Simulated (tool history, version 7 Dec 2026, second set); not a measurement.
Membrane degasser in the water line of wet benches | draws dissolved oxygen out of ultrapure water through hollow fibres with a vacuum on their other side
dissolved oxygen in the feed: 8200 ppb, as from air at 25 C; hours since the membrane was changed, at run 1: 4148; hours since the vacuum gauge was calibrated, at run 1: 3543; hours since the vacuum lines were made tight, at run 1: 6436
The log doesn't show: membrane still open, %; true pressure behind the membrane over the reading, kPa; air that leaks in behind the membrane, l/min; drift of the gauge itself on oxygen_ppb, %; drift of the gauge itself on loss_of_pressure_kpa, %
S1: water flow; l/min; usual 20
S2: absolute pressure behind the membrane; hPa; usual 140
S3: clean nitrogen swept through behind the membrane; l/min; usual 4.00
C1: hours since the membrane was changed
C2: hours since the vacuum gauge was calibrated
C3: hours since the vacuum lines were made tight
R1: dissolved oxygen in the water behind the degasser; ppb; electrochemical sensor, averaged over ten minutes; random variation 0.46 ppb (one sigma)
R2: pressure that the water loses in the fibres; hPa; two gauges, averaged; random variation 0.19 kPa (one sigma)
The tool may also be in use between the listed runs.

| run | day | S1 | S2 | S3 | C1 | C2 | C3 | R1 | R2 |
|---|---|---|---|---|---|---|---|---|---|
| 1 | 0.000 | 20 | 140 | 4.00 | 4148 | 3543 | 6436 | 131.8 | 392.1 |
| 2 | 8.204 | 20 | 140 | 4.00 | 4345 | 3740 | 6633 | 132.3 | 392.8 |
| 3 | 18.408 | 20 | 140 | 4.00 | 4589 | 3985 | 6878 | 131.7 | 393.9 |
| 4 | 31.225 | 20 | 140 | 4.00 | 4897 | 4292 | 7185 | 132.7 | 391.3 |
|  | 42.579 | vacuum gauge calibrated |
| 5 | 44.350 | 18 | 140 | 4.00 | 5212 | 43 | 7500 | 120.1 | 352.3 |
| 6 | 54.421 | 18 | 140 | 4.00 | 5453 | 284 | 7742 | 119.2 | 350.8 |
| 7 | 60.150 | 18 | 140 | 4.00 | 5591 | 422 | 7879 | 119.2 | 356.0 |
| 8 | 72.271 | 18 | 140 | 4.00 | 5882 | 713 | 8170 | 119.8 | 351.5 |
|  | 75.967 | seals of the vacuum lines changed |
| 9 | 81.296 | 18 | 140 | 4.00 | 6096 | 927 | 128 | 119.4 | 353.5 |
| 10 | 94.888 | 18 | 140 | 4.00 | 6422 | 1253 | 454 | 119.4 | 355.7 |
| 11 | 104.183 | 18 | 340 | 1.72 | 6646 | 1477 | 677 | 698.3 | 355.3 |
| 12 | 112.358 | 13 | 109 | 6.02 | 6842 | 1673 | 873 | 42.2 | 253.6 |
| 13 | 126.142 | 26 | 172 | 4.00 | 7173 | 2003 | 1204 | 219.1 | 507.8 |
| 14 | 135.921 | 20 | 140 | 5.88 | 7407 | 2238 | 1439 | 91.9 | 394.9 |
| 15 | 148.167 | 14 | 332 | 4.00 | 7701 | 2532 | 1733 | 251.3 | 276.5 |
| 16 | 156.150 | 16 | 107 | 10.83 | 7893 | 2724 | 1924 | 29.2 | 313.3 |
| 17 | 162.417 | 16 | 274 | 3.71 | 8043 | 2874 | 2075 | 249.2 | 312.1 |
| 18 | 173.412 | 20 | 233 | 10.21 | 8307 | 3138 | 2339 | 99.9 | 392.0 |
| 19 | 185.750 | 25 | 137 | 1.99 | 8603 | 3434 | 2635 | 300.7 | 491.6 |
| 20 | 196.842 | 25 | 137 | 1.99 | 8869 | 3700 | 2901 | 299.5 | 490.6 |

Hidden state at the last listed run before each entry between runs and at the first one after, where it differs:
Between runs 4 and 5: vacuum gauge calibrated (day 42.579)
  true pressure behind the membrane over the reading, kPa: 0.01 -> 0
Between runs 8 and 9: seals of the vacuum lines changed (day 75.967)
  air that leaks in behind the membrane, l/min: 0.0027 -> 0.002
